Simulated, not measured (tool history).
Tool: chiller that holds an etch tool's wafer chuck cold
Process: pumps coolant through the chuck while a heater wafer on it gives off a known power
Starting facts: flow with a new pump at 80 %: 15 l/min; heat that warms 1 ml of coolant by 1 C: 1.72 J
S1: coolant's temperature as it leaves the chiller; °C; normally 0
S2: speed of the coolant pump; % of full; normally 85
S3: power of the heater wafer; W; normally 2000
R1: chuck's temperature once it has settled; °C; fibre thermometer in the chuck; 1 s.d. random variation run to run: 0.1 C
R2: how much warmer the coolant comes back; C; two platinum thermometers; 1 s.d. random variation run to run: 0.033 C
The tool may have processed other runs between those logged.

| run | day | S1 | S2 | S3 | R1 | R2 |
|---|---|---|---|---|---|---|
| 1 | 0.000 | 0 | 85 | 2000 | 23.6 | 4.35 |
| 2 | 3.675 | 0 | 85 | 2000 | 24.0 | 4.42 |
| 3 | 6.996 | 0 | 85 | 2000 | 23.9 | 4.39 |
| 4 | 10.500 | 0 | 64 | 2000 | 28.3 | 5.86 |
| 5 | 14.288 | 0 | 67 | 2000 | 27.5 | 5.53 |
| 6 | 20.350 | 0 | 85 | 2000 | 24.1 | 4.36 |
| 7 | 25.708 | 0 | 91 | 2000 | 23.2 | 4.17 |
| 8 | 31.792 | 0 | 91 | 2000 | 23.4 | 4.09 |
| 9 | 35.462 | 0 | 85 | 2000 | 24.3 | 4.46 |
| 10 | 38.925 | -8 | 85 | 2000 | 16.4 | 4.48 |
| 11 | 44.517 | -8 | 85 | 2000 | 16.5 | 4.42 |
|  | 45.150 | coolant pump overhauled |
| 12 | 49.083 | 0 | 85 | 1896 | 23.2 | 4.23 |
| 13 | 55.842 | 3 | 72 | 2683 | 39.5 | 7.07 |
| 14 | 60.392 | 0 | 99 | 1917 | 21.8 | 3.65 |
| 15 | 66.746 | 0 | 99 | 1917 | 21.7 | 3.76 |
| 16 | 70.729 | 0 | 99 | 1917 | 21.9 | 3.71 |
| 17 | 75.325 | -9 | 97 | 1449 | 7.9 | 2.82 |
| 18 | 78.900 | 1 | 70 | 1469 | 21.6 | 4.01 |
| 19 | 83.667 | -2 | 79 | 1214 | 13.8 | 2.94 |
|  | 86.358 | coolant pump overhauled, once more |
| 20 | 89.021 | -2 | 95 | 1214 | 12.2 | 2.38 |
| 21 | 93.938 | -7 | 92 | 1797 | 14.5 | 3.57 |
| 22 | 99.896 | 3 | 92 | 1797 | 24.7 | 3.67 |
| 23 | 102.838 | -4 | 71 | 2000 | 24.0 | 5.26 |
| 24 | 108.321 | -10 | 83 | 2372 | 20.3 | 5.29 |

Below are 3 alternative next runs, each starting from the tool's condition after run 24. Predict each:
| A | 112.788 | 8 | 83 | 2372 | ? | ? |
| B | 112.788 | -2 | 89 | 1740 | ? | ? |
| C | 112.788 | 2 | 63 | 2000 | ? | ? |

| run | R1 | R2 |
|---|---|---|
| A | 38.4 | 5.37 |
| B | 19.6 | 3.62 |
| C | 32.1 | 5.89 |
Without the tool's hidden state the same runs would have given:
| run | R1 | R2 |
|---|---|---|
| A | 33.3 | 5.35 |
| B | 16.1 | 3.61 |
| C | 27.2 | 5.87 |

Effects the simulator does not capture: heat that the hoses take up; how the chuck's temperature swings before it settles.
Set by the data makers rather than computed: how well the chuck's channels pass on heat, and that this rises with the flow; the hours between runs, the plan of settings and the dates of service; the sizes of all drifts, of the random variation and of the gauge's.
